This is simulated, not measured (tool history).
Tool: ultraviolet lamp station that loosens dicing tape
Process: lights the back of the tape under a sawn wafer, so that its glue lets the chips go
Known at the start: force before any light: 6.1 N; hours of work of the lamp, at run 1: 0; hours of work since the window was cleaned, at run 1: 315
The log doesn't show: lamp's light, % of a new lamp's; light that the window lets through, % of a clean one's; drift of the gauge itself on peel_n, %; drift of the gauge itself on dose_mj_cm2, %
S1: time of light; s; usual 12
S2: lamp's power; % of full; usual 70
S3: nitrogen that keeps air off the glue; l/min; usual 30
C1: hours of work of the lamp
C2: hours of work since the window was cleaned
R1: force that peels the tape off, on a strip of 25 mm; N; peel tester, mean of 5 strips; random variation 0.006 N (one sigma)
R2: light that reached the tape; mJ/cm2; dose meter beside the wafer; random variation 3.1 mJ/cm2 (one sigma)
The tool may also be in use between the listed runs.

run 1 hour=0 | S1=12 S2=70 S3=30 | C1=0 C2=315 | R1=0.162 R2=489
run 2 hour=20 | S1=12 S2=70 S3=24 | C1=14 C2=329 | R1=0.205 R2=486
run 3 hour=62.9 | S1=12 S2=70 S3=24 | C1=45 C2=360 | R1=0.205 R2=484
run 4 hour=101.2 | S1=12 S2=70 S3=30 | C1=72 C2=387 | R1=0.161 R2=485
run 5 hour=121.4 | S1=11 S2=70 S3=30 | C1=86 C2=401 | R1=0.214 R2=446
run 6 hour=165.8 | S1=12 S2=80 S3=30 | C1=118 C2=433 | R1=0.119 R2=554
run 7 hour=192.7 | S1=10 S2=70 S3=30 | C1=137 C2=452 | R1=0.272 R2=405
run 8 hour=229.6 | S1=10 S2=70 S3=30 | C1=163 C2=478 | R1=0.275 R2=406
run 9 hour=252.4 | S1=12 S2=70 S3=30 | C1=179 C2=494 | R1=0.17 R2=485
run 10 hour=293.6 | S1=12 S2=70 S3=30 | C1=208 C2=523 | R1=0.163 R2=484
-- hour=296.9 window cleaned of glue's vapour
run 11 hour=316.6 | S1=12 S2=70 S3=30 | C1=224 C2=14 | R1=0.161 R2=484
run 12 hour=354.6 | S1=12 S2=70 S3=30 | C1=251 C2=41 | R1=0.167 R2=485
run 13 hour=383.6 | S1=15 S2=70 S3=15 | C1=272 C2=61 | R1=0.197 R2=599
run 14 hour=421.6 | S1=16 S2=86 S3=30 | C1=299 C2=88 | R1=0.071 R2=794
run 15 hour=456.2 | S1=16 S2=90 S3=22 | C1=323 C2=113 | R1=0.068 R2=824
run 16 hour=476.1 | S1=16 S2=90 S3=22 | C1=337 C2=127 | R1=0.067 R2=830
run 17 hour=518.8 | S1=8 S2=77 S3=27 | C1=367 C2=157 | R1=0.407 R2=356
run 18 hour=541.9 | S1=17 S2=64 S3=37 | C1=384 C2=174 | R1=0.077 R2=633
run 19 hour=571.7 | S1=16 S2=77 S3=12 | C1=405 C2=195 | R1=0.172 R2=714
run 20 hour=594.4 | S1=12 S2=70 S3=38 | C1=421 C2=211 | R1=0.136 R2=484
run 21 hour=633.9 | S1=12 S2=94 S3=55 | C1=449 C2=239 | R1=0.058 R2=659
run 22 hour=665.4 | S1=11 S2=65 S3=59 | C1=471 C2=261 | R1=0.131 R2=409
run 23 hour=704.7 | S1=11 S2=65 S3=59 | C1=499 C2=289 | R1=0.13 R2=418
run 24 hour=745.6 | S1=11 S2=65 S3=59 | C1=528 C2=318 | R1=0.137 R2=412

5 ways to go on from here, each from the tool as it stands after run 24. What would each give?
run A hour=781.7 | S1=7 S2=65 S3=23 | C1=554 C2=344 | R1=? R2=?
run B hour=781.7 | S1=15 S2=89 S3=59 | C1=554 C2=344 | R1=? R2=?
run C hour=781.7 | S1=12 S2=80 S3=30 | C1=554 C2=344 | R1=? R2=?
run D hour=781.7 | S1=8 S2=85 S3=30 | C1=554 C2=344 | R1=? R2=?
run E hour=781.7 | S1=12 S2=78 S3=16 | C1=554 C2=344 | R1=? R2=?

run=A R1=0.923 R2=261
run=B R1=0.055 R2=767
run=C R1=0.113 R2=557
run=D R1=0.304 R2=398
run=E R1=0.268 R2=541
Without the tool's hidden state the same runs would have given:
run=A R1=0.921 R2=262
run=B R1=0.055 R2=768
run=C R1=0.113 R2=557
run=D R1=0.303 R2=398
run=E R1=0.267 R2=542

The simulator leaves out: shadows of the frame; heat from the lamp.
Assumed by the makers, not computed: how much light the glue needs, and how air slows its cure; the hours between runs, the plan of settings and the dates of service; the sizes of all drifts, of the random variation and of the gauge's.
